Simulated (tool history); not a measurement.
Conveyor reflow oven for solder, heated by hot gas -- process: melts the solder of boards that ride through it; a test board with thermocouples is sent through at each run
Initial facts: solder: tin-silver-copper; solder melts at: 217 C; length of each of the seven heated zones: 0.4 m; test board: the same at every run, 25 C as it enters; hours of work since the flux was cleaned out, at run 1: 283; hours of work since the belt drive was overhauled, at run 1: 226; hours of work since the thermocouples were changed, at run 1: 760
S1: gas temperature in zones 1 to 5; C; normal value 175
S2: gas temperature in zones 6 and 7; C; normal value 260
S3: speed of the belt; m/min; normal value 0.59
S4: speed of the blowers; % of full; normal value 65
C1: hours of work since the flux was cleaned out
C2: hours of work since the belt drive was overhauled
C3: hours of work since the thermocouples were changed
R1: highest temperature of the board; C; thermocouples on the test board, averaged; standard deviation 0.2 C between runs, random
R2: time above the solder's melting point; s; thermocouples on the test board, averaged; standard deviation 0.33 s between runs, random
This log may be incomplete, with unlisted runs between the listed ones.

run,day,S1,S2,S3,S4,C1,C2,C3,R1,R2
1,0,175,260,0.59,65,283,226,760,251.3,61.4
# day 0.546: flux residue cleaned out of gas plates and filters
2,0.558,175,260,0.59,65,0,232,765,250.3,61.6
3,1.083,175,260,0.59,65,9,241,774,250.6,61.6
4,1.771,175,260,0.59,65,20,252,785,250.6,61.8
5,2.129,175,260,0.59,65,26,258,791,250.3,61.6
# day 2.808: flux residue cleaned out of gas plates and filters, once more
6,2.808,175,260,0.59,65,0,266,799,252.3,63.9
7,3.212,177,260,0.59,65,7,273,806,252.3,63.9
8,3.779,175,260,0.59,65,16,282,815,252.2,62.8
9,4.633,175,260,0.59,65,30,296,830,251.9,63.2
10,5.225,175,260,0.59,65,40,306,839,252,63.3
11,5.821,175,260,0.59,65,50,316,849,252.3,63.6
12,6.608,175,260,0.59,65,63,329,862,252.3,63.4
13,7.038,175,260,0.571,65,70,336,870,252.8,66
14,7.483,175,260,0.571,65,78,344,877,252.9,66.6
15,8.188,175,260,0.571,65,89,355,889,253,66
16,9.008,175,260,0.571,65,103,369,902,252.9,66.6
17,9.825,175,267,0.59,65,117,383,916,258.4,66.9
18,10.383,175,267,0.59,65,126,392,925,258.4,67.2
19,10.775,176,260,0.545,65,132,398,932,254,70.9
20,11.15,165,260,0.695,63,139,405,938,245.2,43.7
21,11.821,173,260,0.6,79,150,416,949,253.9,63.6
22,12.312,173,260,0.6,79,158,424,957,253.9,62.8
23,13,173,260,0.6,79,169,435,969,253.8,63.2
24,13.454,167,252,0.545,81,177,443,976,247.7,65.1
25,14.292,167,261,0.643,81,191,457,990,252.6,55.2
26,14.675,169,260,0.59,65,197,463,997,251.1,60
27,15.117,176,271,0.59,65,205,471,1004,262.2,69.5
28,15.55,175,250,0.631,64,212,478,1011,240.9,48.6
29,16.062,175,250,0.631,64,220,486,1020,241,48.6
# day 16.212: thermocouples of zones 6 and 7 changed
30,16.888,175,250,0.631,64,233,499,11,238.1,47.3
31,17.5,172,248,0.652,80,243,509,21,238.6,45.7

Each run again, without the hidden state but with its own random variation kept:
Hidden conditions of the tool in this case: heat that the gas passes to the board, % of a clean oven's; belt's true speed, % of the reading; true gas temperature in zones 6 and 7 over the reading, C; drift of the gauge itself on peak_c, C; drift of the gauge itself on liquid_s, %.
run,R1,R2
1,250.2,60.8
2,249.8,61.6
3,250.1,61.6
4,250.1,61.9
5,249.8,61.7
6,250.3,62.2
7,250.3,62.3
8,250.2,61.1
9,249.9,61.6
10,250.1,61.7
11,250.4,62
12,250.4,61.9
13,250.9,64.4
14,251,65
15,251.1,64.4
16,251,65
17,256.6,65.5
18,256.6,65.9
19,252.1,69.3
20,243.8,42.5
21,252.2,62.4
22,252.2,61.7
23,252.2,62
24,246,63.8
25,251.3,54.3
26,249.5,58.7
27,260.6,68.2
28,239.4,47.2
29,239.5,47.2
30,238.7,48.1
31,239.4,46.9
